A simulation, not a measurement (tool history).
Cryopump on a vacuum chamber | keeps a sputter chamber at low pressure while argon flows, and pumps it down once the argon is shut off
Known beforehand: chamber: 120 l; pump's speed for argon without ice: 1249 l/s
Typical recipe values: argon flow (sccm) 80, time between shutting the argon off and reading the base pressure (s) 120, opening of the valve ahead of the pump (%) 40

run,hour,argon flow (sccm),time between shutting the argon off and reading the base pressure (s),opening of the valve ahead of the pump (%),pressure while argon flows (Pa),pressure after the wait (uPa)
1,0,80,120,40,0.2893,1.79
2,17.4,80,120,40,0.2883,1.81
3,25.5,80,120,40,0.29,1.85
4,36.7,80,120,34,0.3381,1.88
5,50.8,80,120,59,0.2054,1.88
6,68.1,73,120,40,0.2676,1.89
7,76.9,73,120,40,0.2665,1.94
8,92.1,80,120,40,0.2934,1.99
9,105.5,80,120,40,0.2962,1.91
10,117.6,80,120,40,0.2918,1.99
11,132.2,80,120,40,0.2967,1.97
12,142.6,94,120,40,0.3505,1.94
13,158.1,94,120,42,0.3374,2.08
14,168.9,94,120,42,0.3382,2.08
15,183.7,94,120,42,0.3352,2.08
16,198.3,94,120,42,0.3384,2.01
17,215,94,120,42,0.3414,2.17
18,232.6,94,120,42,0.343,2.17

Estimate the outcome of run 19 from the log above:
19,242.1,94,67,42,?,?

{"run 19": {"pressure while argon flows (Pa)": 0.3427, "pressure after the wait (uPa)": 2.84}}
If the tool had no hidden condition, the same run with the same run-to-run variation would have returned pressure while argon flows (Pa) 0.3029, pressure after the wait (uPa) 1.68.

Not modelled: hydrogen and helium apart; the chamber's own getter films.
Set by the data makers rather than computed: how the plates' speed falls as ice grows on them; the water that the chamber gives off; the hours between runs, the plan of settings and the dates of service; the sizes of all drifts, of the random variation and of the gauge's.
